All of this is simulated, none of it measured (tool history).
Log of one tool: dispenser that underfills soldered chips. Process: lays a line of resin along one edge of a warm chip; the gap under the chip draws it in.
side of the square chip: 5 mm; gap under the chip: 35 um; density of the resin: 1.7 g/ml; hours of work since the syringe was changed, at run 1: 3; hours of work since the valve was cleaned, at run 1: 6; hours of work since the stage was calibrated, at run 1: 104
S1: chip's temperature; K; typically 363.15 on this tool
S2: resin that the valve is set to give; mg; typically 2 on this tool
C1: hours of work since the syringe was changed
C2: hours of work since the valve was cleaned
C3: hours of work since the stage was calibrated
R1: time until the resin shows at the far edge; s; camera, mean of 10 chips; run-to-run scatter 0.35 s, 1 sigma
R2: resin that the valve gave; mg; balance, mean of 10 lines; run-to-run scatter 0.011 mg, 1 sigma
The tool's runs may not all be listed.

run    day      S1    S2  C1  C2   C3    R1    R2
  1      0  363.15     2   3   6  104  22.7  2.01
  2  0.158  363.15     2   6   8  107  26.7  1.99
  3    0.3  363.15     2   8  10  109  30.5  1.99
     0.325  -- new syringe of resin
  4  0.542  350.15     2   3  14  113  40.2  1.96
  5  0.775  350.15     2   7  17  116  52.3  1.97
     0.867  -- new syringe of resin
  6   1.05  363.15  2.17   3  21  120  21.9  2.13
  7  1.179  363.15  2.17   5  23  122  24.3  2.12
     1.425  -- new syringe of resin
  8  1.438  351.15  2.17   0  27  126  29.8  2.12
  9  1.667  367.15     2   4  31  130    20  1.94
 10  1.838  363.15     2   6  33  132  29.3  1.94
     1.971  -- new syringe of resin
 11  2.088  363.15     2   2  37  136  21.2  1.93
 12  2.279  363.15     2   5  40  139    26  1.94
 13  2.392  363.15     2   6  42  141    29  1.94
     2.521  -- new syringe of resin
 14  2.596  358.15     2   1  45  144    24  1.92
 15  2.771  358.15     2   4  47  146  29.2  1.92
 16  2.971  377.15     2   7  50  149  17.6  1.92
     3.067  -- new syringe of resin
 17  3.108  370.15  2.33   1  52  151    14  2.21
 18  3.288  360.15   1.9   3  55  154  26.8   1.8
 19    3.4  371.15  1.89   5  57  156  19.6  1.79
 20  3.562  371.15  1.89   8  59  158  22.8   1.8
     3.617  -- new syringe of resin
       3.7  -- dispensing valve cleaned and set on the balance
 21  3.796  371.15  1.76   2   1  161  15.7  1.75
 22  4.008  360.15  2.22   5   5  164  28.6  2.22
       4.2  -- new syringe of resin
 23    4.2  360.15  2.22   0   7  167  20.9  2.18
 24  4.375  360.15  2.22   3  10  170  24.6  2.19
 25  4.492  360.15  2.22   5  12  172  27.8   2.2
 26  4.704  357.15   2.2   8  15  175  39.4  2.16
      4.75  -- new syringe of resin
 27   4.85  372.15  2.58   2  17  177  13.1  2.52
 28  5.096  357.15  2.15   5  21  181  33.6  2.14
       5.3  -- new syringe of resin
 29  5.358  357.15  2.15   1  25  185  24.9  2.12

Alternative continuations, all from the tool just after run 29; predict every row:
  A  5.529  376.15  1.79   4  28  187   ?   ?
  B  5.529  362.15   1.7   4  28  187   ?   ?
  C  5.529  377.15  2.18   4  28  187   ?   ?
  D  5.529  355.15  2.26   4  28  187   ?   ?
  E  5.529  363.15  2.12   4  28  187   ?   ?

run    R1    R2
  A  14.8  1.74
  B  26.5  1.66
  C  13.8  2.15
  D  32.7   2.2
  E  23.2  2.05
What these runs would have given with no unlogged condition in the tool:
run    R1    R2
  A  11.1  1.79
  B  19.9   1.7
  C  10.5   2.2
  D  24.6  2.25
  E  17.5   2.1

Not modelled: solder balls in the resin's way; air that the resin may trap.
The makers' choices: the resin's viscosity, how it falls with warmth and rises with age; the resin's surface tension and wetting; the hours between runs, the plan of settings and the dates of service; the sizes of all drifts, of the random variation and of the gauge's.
